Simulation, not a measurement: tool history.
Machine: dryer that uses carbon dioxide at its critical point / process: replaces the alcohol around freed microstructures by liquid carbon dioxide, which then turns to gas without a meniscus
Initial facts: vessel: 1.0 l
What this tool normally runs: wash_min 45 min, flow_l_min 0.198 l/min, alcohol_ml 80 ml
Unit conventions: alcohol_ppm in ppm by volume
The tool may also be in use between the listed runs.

run   hour  wash_min  flow_l_min  alcohol_ml  alcohol_ppm
  1    0.0        45       0.198          80          117
  2    7.3        45       0.198          80          124
  3   14.3        45       0.198          80          110
  4   21.3        45       0.198          80          108
  5   27.9        45       0.198          80          114
  6   38.7        45       0.198          70          105
  7   47.4        45       0.198          70          109
  8   53.3        45       0.198          80          120
  9   58.6        45       0.198          80          125
 10   65.9        45       0.198          80          117
 11   76.9        45       0.198          80          128
 12   89.1        45       0.198          80          133
 13   97.9        45       0.198          80          136
 14  106.8        45       0.198          80          131
 15  116.9        45       0.198          80          125
 16  127.9        45       0.198          80          134
 17  137.7        45       0.198          80          143
 18  144.0        57       0.198          80           49
 19  150.5        57       0.198          80           52
 20  160.6        57       0.198          80           46
 21  168.9        57       0.198          80           41
 22  178.9        57       0.198          80           42
 23  188.9        57       0.198          80           55
 24  201.1        37       0.177          30          297
 25  213.1        37       0.129          30          975
 26  220.9        34       0.154          22          521
 27  226.7        34       0.154          22          530
 28  234.8        33       0.198         118         1100
 29  247.3        33       0.198         118         1102
     255.0  -- inlet filter changed
 30  257.9        33       0.198         118          657
 31  269.3        58       0.198          23           42
 32  279.7        65       0.255          20           36
 33  290.1        72       0.193          36           34
 34  296.9        72       0.193          20           32
 35  303.8        70       0.193          22           29
 36  312.5        65       0.332          23           37
 37  325.0        37       0.266          28           45
 38  333.2        37       0.266          20           44
 39  341.5        53       0.272          24           36
 40  347.6        28       0.198          25          358
 41  359.0        29       0.189          68          950
 42  371.7        29       0.189          68          949
 43  378.0        37       0.189          68          323
 44  384.2        43       0.217          77          104

The same runs without the tool's hidden state, with the same run-to-run variation:
Unlogged tool condition in this case: flow that reaches the vessel past the clogged filter, %; alcohol in the recycled carbon dioxide, ppm; drift of the gauge itself on alcohol_ppm, %.
run  alcohol_ppm
  1           69
  2           75
  3           60
  4           58
  5           63
  6           56
  7           58
  8           65
  9           67
 10           60
 11           67
 12           71
 13           71
 14           63
 15           58
 16           63
 17           72
 18           16
 19           18
 20           12
 21            7
 22            6
 23           17
 24          169
 25          647
 26          325
 27          329
 28          627
 29          623
 30          609
 31           12
 32            6
 33            4
 34            2
 35            0
 36            5
 37           11
 38           10
 39            2
 40          293
 41          823
 42          814
 43          246
 44           57
